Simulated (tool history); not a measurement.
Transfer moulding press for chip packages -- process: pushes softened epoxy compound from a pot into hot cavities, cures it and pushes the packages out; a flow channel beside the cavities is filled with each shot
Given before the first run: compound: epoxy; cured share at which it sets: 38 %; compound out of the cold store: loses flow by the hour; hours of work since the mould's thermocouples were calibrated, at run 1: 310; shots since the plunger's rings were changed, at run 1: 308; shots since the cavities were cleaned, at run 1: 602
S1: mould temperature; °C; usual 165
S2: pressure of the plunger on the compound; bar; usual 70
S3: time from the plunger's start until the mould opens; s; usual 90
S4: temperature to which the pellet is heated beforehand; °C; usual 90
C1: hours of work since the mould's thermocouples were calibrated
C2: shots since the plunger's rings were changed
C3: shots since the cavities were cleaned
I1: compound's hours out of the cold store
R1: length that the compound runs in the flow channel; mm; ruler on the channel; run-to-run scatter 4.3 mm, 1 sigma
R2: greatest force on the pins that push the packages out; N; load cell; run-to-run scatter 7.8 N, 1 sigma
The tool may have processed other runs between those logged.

run 1 day=0 | S1=165 S2=70 S3=90 S4=90 | C1=310 C2=308 C3=602 | I1=25.6 | R1=927 R2=328
-- day=0.517 mould's thermocouples calibrated
run 2 day=1.292 | S1=165 S2=70 S3=90 S4=90 | C1=9 C2=573 C3=867 | I1=36.2 | R1=899 R2=343
run 3 day=2.138 | S1=165 S2=70 S3=90 S4=90 | C1=20 C2=760 C3=1054 | I1=41.1 | R1=888 R2=326
-- day=2.833 cavities cleaned with cleaning compound and waxed
run 4 day=3.083 | S1=165 S2=70 S3=90 S4=90 | C1=31 C2=953 C3=54 | I1=47.6 | R1=873 R2=336
run 5 day=4.254 | S1=165 S2=70 S3=90 S4=90 | C1=45 C2=1211 C3=312 | I1=14.9 | R1=953 R2=336
run 6 day=5.638 | S1=165 S2=70 S3=90 S4=84 | C1=62 C2=1514 C3=615 | I1=28.4 | R1=918 R2=341
run 7 day=6.479 | S1=165 S2=70 S3=90 S4=90 | C1=72 C2=1699 C3=800 | I1=16.3 | R1=950 R2=340
run 8 day=7.362 | S1=165 S2=70 S3=90 S4=90 | C1=83 C2=1892 C3=993 | I1=14.7 | R1=956 R2=350
-- day=8.342 cavities cleaned with cleaning compound and waxed
run 9 day=8.871 | S1=165 S2=70 S3=90 S4=90 | C1=101 C2=2210 C3=116 | I1=23.4 | R1=933 R2=333
run 10 day=9.796 | S1=165 S2=79 S3=73 S4=98 | C1=112 C2=2414 C3=320 | I1=33.9 | R1=959 R2=389
run 11 day=11.062 | S1=173 S2=84.1 S3=112 S4=98 | C1=128 C2=2691 C3=597 | I1=8.4 | R1=1003 R2=318
run 12 day=11.804 | S1=173 S2=84.1 S3=112 S4=98 | C1=137 C2=2854 C3=760 | I1=8.7 | R1=1003 R2=321
run 13 day=12.412 | S1=165 S2=70 S3=82 S4=94 | C1=144 C2=2988 C3=894 | I1=27.8 | R1=917 R2=360
run 14 day=13.271 | S1=165 S2=81.1 S3=91 S4=90 | C1=155 C2=3176 C3=1082 | I1=44.1 | R1=941 R2=335
-- day=13.783 cavities cleaned with cleaning compound and waxed
run 15 day=13.962 | S1=165 S2=70 S3=78 S4=93 | C1=163 C2=3315 C3=40 | I1=33.9 | R1=901 R2=375
run 16 day=14.654 | S1=161 S2=56.4 S3=122 S4=86 | C1=171 C2=3466 C3=191 | I1=30 | R1=845 R2=325
run 17 day=15.362 | S1=162 S2=56.4 S3=122 S4=97 | C1=180 C2=3621 C3=346 | I1=30.2 | R1=841 R2=322
run 18 day=16.667 | S1=162 S2=59.9 S3=122 S4=93 | C1=196 C2=3908 C3=633 | I1=20.9 | R1=884 R2=317

Predict each of these 5 candidate next runs independently; none follows another, all start after run 18:
run A day=17.408 | S1=168 S2=59.9 S3=122 S4=93 | C1=205 C2=4071 C3=796 | I1=41.7 | R1=? R2=?
run B day=17.408 | S1=159 S2=59.9 S3=122 S4=88 | C1=205 C2=4071 C3=796 | I1=15.2 | R1=? R2=?
run C day=17.408 | S1=171 S2=59.9 S3=122 S4=93 | C1=205 C2=4071 C3=796 | I1=47.1 | R1=? R2=?
run D day=17.408 | S1=162 S2=87.9 S3=83 S4=89 | C1=205 C2=4071 C3=796 | I1=35.2 | R1=? R2=?
run E day=17.408 | S1=162 S2=59.9 S3=76 S4=93 | C1=205 C2=4071 C3=796 | I1=43.6 | R1=? R2=?

run=A R1=801 R2=315
run=B R1=920 R2=323
run=C R1=773 R2=314
run=D R1=1036 R2=402
run=E R1=830 R2=474
Take away the tool's hidden state, keep each run's random variation, and the runs would have read:
run=A R1=801 R2=313
run=B R1=921 R2=322
run=C R1=774 R2=313
run=D R1=1037 R2=399
run=E R1=831 R2=472
